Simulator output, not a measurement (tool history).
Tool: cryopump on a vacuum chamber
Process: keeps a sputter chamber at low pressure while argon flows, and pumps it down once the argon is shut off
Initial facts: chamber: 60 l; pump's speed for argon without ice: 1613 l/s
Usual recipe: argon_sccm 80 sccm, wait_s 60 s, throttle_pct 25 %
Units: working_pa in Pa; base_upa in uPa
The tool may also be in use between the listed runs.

{"run": 1, "day": 0.0, "argon_sccm": 80, "wait_s": 60, "throttle_pct": 25, "working_pa": 0.3415, "base_upa": 0.98}
{"run": 2, "day": 1.175, "argon_sccm": 80, "wait_s": 60, "throttle_pct": 25, "working_pa": 0.341, "base_upa": 1.01}
{"run": 3, "day": 2.262, "argon_sccm": 80, "wait_s": 60, "throttle_pct": 25, "working_pa": 0.343, "base_upa": 1.0}
{"run": 4, "day": 3.829, "argon_sccm": 80, "wait_s": 60, "throttle_pct": 25, "working_pa": 0.3441, "base_upa": 1.06}
{"run": 5, "day": 4.996, "argon_sccm": 80, "wait_s": 60, "throttle_pct": 26, "working_pa": 0.3339, "base_upa": 1.11}
{"run": 6, "day": 6.604, "argon_sccm": 80, "wait_s": 60, "throttle_pct": 25, "working_pa": 0.3426, "base_upa": 1.09}
{"run": 7, "day": 7.288, "argon_sccm": 80, "wait_s": 60, "throttle_pct": 25, "working_pa": 0.3444, "base_upa": 1.12}
{"run": 8, "day": 7.979, "argon_sccm": 80, "wait_s": 60, "throttle_pct": 25, "working_pa": 0.344, "base_upa": 1.12}
{"run": 9, "day": 9.521, "argon_sccm": 80, "wait_s": 60, "throttle_pct": 25, "working_pa": 0.3454, "base_upa": 1.16}
{"run": 10, "day": 10.712, "argon_sccm": 80, "wait_s": 161, "throttle_pct": 25, "working_pa": 0.344, "base_upa": 0.78}
{"run": 11, "day": 12.058, "argon_sccm": 80, "wait_s": 90, "throttle_pct": 25, "working_pa": 0.3457, "base_upa": 0.97}
{"run": 12, "day": 12.879, "argon_sccm": 43, "wait_s": 60, "throttle_pct": 25, "working_pa": 0.187, "base_upa": 1.23}
{"run": 13, "day": 13.85, "argon_sccm": 43, "wait_s": 60, "throttle_pct": 25, "working_pa": 0.187, "base_upa": 1.22}
{"run": 14, "day": 15.179, "argon_sccm": 83, "wait_s": 60, "throttle_pct": 25, "working_pa": 0.3486, "base_upa": 1.17}
{"run": 15, "day": 16.608, "argon_sccm": 80, "wait_s": 60, "throttle_pct": 52, "working_pa": 0.1617, "base_upa": 1.2}
{"run": 16, "day": 17.3, "argon_sccm": 80, "wait_s": 24, "throttle_pct": 52, "working_pa": 0.1624, "base_upa": 2.1}
{"run": 17, "day": 18.692, "argon_sccm": 80, "wait_s": 24, "throttle_pct": 52, "working_pa": 0.1629, "base_upa": 2.14}
{"run": 18, "day": 19.642, "argon_sccm": 40, "wait_s": 77, "throttle_pct": 36, "working_pa": 0.118, "base_upa": 1.07}
{"run": 19, "day": 21.0, "argon_sccm": 80, "wait_s": 82, "throttle_pct": 25, "working_pa": 0.3385, "base_upa": 1.06}
{"run": 20, "day": 22.488, "argon_sccm": 80, "wait_s": 82, "throttle_pct": 25, "working_pa": 0.3354, "base_upa": 1.12}
{"run": 21, "day": 23.771, "argon_sccm": 80, "wait_s": 82, "throttle_pct": 25, "working_pa": 0.3391, "base_upa": 1.09}
{"run": 22, "day": 24.862, "argon_sccm": 80, "wait_s": 24, "throttle_pct": 49, "working_pa": 0.1753, "base_upa": 2.32}
{"run": 23, "day": 25.65, "argon_sccm": 80, "wait_s": 41, "throttle_pct": 39, "working_pa": 0.2189, "base_upa": 1.62}
{"run": 24, "day": 27.212, "argon_sccm": 80, "wait_s": 41, "throttle_pct": 39, "working_pa": 0.2179, "base_upa": 1.65}
{"run": 25, "day": 28.017, "argon_sccm": 92, "wait_s": 60, "throttle_pct": 25, "working_pa": 0.3888, "base_upa": 1.36}
{"run": 26, "day": 28.725, "argon_sccm": 92, "wait_s": 60, "throttle_pct": 25, "working_pa": 0.39, "base_upa": 1.41}
{"run": 27, "day": 30.054, "argon_sccm": 71, "wait_s": 68, "throttle_pct": 52, "working_pa": 0.1469, "base_upa": 1.31}
{"run": 28, "day": 31.217, "argon_sccm": 129, "wait_s": 160, "throttle_pct": 24, "working_pa": 0.5697, "base_upa": 1.0}
{"run": 29, "day": 32.638, "argon_sccm": 129, "wait_s": 160, "throttle_pct": 24, "working_pa": 0.5732, "base_upa": 1.05}
{"run": 30, "day": 33.908, "argon_sccm": 129, "wait_s": 160, "throttle_pct": 24, "working_pa": 0.5741, "base_upa": 1.04}
{"run": 31, "day": 34.842, "argon_sccm": 140, "wait_s": 60, "throttle_pct": 53, "working_pa": 0.2872, "base_upa": 1.52}
{"run": 32, "day": 35.5, "argon_sccm": 68, "wait_s": 66, "throttle_pct": 34, "working_pa": 0.2162, "base_upa": 1.42}
{"run": 33, "day": 36.225, "argon_sccm": 35, "wait_s": 277, "throttle_pct": 30, "working_pa": 0.1258, "base_upa": 1.03}
{"run": 34, "day": 37.267, "argon_sccm": 35, "wait_s": 277, "throttle_pct": 30, "working_pa": 0.1253, "base_upa": 1.01}

Not shown: 1 entry that the log had between the listed runs. Between which runs, and how does the tool's hidden state differ before and after?
After run 13, before run 14: pump warmed up, emptied and cooled again (day 14.492)
  pump's speed, % of a pump's without ice: 88 -> 99.7; leak into the chamber, uPa l/s: 821 -> 845
  measured less the result without the state, working_pa: +0.0064 -> +0.0007 Pa; base_upa: +0.39 -> +0.34 uPa

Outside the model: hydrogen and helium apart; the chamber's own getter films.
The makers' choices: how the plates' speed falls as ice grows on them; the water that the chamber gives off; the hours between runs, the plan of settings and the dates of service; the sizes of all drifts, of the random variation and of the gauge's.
